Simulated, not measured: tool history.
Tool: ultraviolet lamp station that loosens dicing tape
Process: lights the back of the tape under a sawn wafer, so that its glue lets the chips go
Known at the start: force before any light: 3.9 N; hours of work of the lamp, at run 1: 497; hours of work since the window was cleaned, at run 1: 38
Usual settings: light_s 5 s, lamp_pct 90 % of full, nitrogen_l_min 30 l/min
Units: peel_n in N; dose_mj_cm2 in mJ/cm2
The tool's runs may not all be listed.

run	hour	light_s	lamp_pct	nitrogen_l_min	hours of work of the lamp	hours of work since the window was cleaned	peel_n	dose_mj_cm2
1	0	5	90	30	497	38	0.306	651
2	70.4	5	90	30	539	79	0.311	648
3	130.7	5	90	30	575	115	0.301	641
4	214	5	90	30	624	164	0.301	646
5	264	5	90	30	654	194	0.306	640
6	307.6	5	90	30	680	220	0.295	645
7	372.7	5	65	30	718	258	0.451	462
8	441.6	5	72	30	759	299	0.382	515
9	504.7	5	72	30	797	337	0.393	512
10	557.7	5	90	30	828	368	0.302	644
11	640	5	90	30	877	417	0.323	638
# hour 654.3: window cleaned of glue's vapour
12	708.2	5	90	11	917	32	0.511	636
13	744.6	6	90	30	939	53	0.27	767
14	783	6	90	30	961	76	0.273	760
15	852.1	6	90	30	1002	117	0.287	761
16	900.5	6	90	30	1031	146	0.285	763
17	968.6	6	90	30	1071	186	0.264	764
18	1022.1	5	90	30	1103	218	0.301	634
19	1087.3	5	90	30	1142	257	0.303	634
20	1147.9	2	63	14	1178	293	1.847	177
21	1188.4	2	63	12	1202	317	1.936	178
22	1259.8	2	63	12	1244	359	1.884	174
23	1320.9	2	63	12	1280	395	1.899	175
24	1357.7	5	61	30	1302	417	0.472	422
# hour 1370.3: window cleaned of glue's vapour
25	1441.6	8	90	18	1351	42	0.263	992
# hour 1475.3: lamp changed
26	1510.4	5	92	33	21	82	0.3	639
27	1559.2	3	84	41	50	111	0.524	349
# hour 1587: gauge calibrated
28	1626.3	3	84	41	90	151	0.513	358
29	1689.7	3	84	41	127	189	0.527	358
30	1772.2	6	84	10	176	238	0.452	717
31	1851.4	5	74	39	223	285	0.331	532
32	1919.2	6	75	9	263	325	0.547	647
33	1954	7	72	13	284	345	0.387	717
34	2012.2	4	61	46	318	380	0.505	348
35	2081.3	4	61	46	359	421	0.536	347

Forecast each of these 4 alternatives for the next run:
# hour 2086: window cleaned of glue's vapour
A	2116.6	4	88	59	380	18	?	?
# hour 2086: window cleaned of glue's vapour
B	2116.6	4	65	46	380	18	?	?
# hour 2086: window cleaned of glue's vapour
C	2116.6	3	68	23	380	18	?	?
# hour 2086: window cleaned of glue's vapour
D	2116.6	4	61	13	380	18	?	?

run	peel_n	dose_mj_cm2
A	0.303	498
B	0.478	366
C	0.944	287
D	1.006	345
Without the tool's hidden state the same runs would have given:
run	peel_n	dose_mj_cm2
A	0.303	504
B	0.478	371
C	0.942	291
D	1.005	349

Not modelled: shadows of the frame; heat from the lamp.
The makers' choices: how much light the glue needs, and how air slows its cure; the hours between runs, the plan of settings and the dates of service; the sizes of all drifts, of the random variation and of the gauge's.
